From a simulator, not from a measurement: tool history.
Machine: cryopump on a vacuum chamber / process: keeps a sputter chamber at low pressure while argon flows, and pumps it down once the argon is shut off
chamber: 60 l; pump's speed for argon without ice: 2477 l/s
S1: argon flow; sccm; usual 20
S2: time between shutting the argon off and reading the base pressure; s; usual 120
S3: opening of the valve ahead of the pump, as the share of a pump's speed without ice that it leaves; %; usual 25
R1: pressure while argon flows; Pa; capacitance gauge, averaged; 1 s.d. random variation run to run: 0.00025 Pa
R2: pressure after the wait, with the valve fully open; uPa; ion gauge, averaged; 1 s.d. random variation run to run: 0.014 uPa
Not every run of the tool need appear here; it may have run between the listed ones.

run	hour	S1	S2	S3	R1	R2
1	0.0	20	120	25	0.0566	0.57
2	20.5	20	28	25	0.0568	1.37
3	62.2	20	28	25	0.0564	1.41
4	90.3	18	120	25	0.0513	0.57
5	119.6	18	120	25	0.0517	0.60
6	145.3	20	120	25	0.0571	0.61
7	166.1	20	120	25	0.0571	0.59
8	186.7	20	136	44	0.0341	0.58
9	214.9	12	31	18	0.0465	1.32
10	247.1	37	120	21	0.1258	0.63
11	281.2	37	120	21	0.1265	0.63
12	301.4	23	50	25	0.0667	0.98
13	324.8	23	50	25	0.0668	0.98
# hour 332.4: pump warmed up, emptied and cooled again
# hour 362.1: leaking fittings of the chamber tightened, without venting
14	367.7	23	50	25	0.0629	0.72

Alternative continuations, all from the tool just after run 14; predict every row:
A	387.8	20	120	18	?	?
B	387.8	11	120	16	?	?
C	387.8	19	50	25	?	?
D	387.8	20	160	49	?	?

run	R1	R2
A	0.0767	0.39
B	0.0471	0.39
C	0.0522	0.72
D	0.0284	0.32
Stripped of hidden state, with their random variation kept, the same runs would have yielded:
run	R1	R2
A	0.0763	0.38
B	0.0469	0.38
C	0.0519	0.71
D	0.0280	0.31
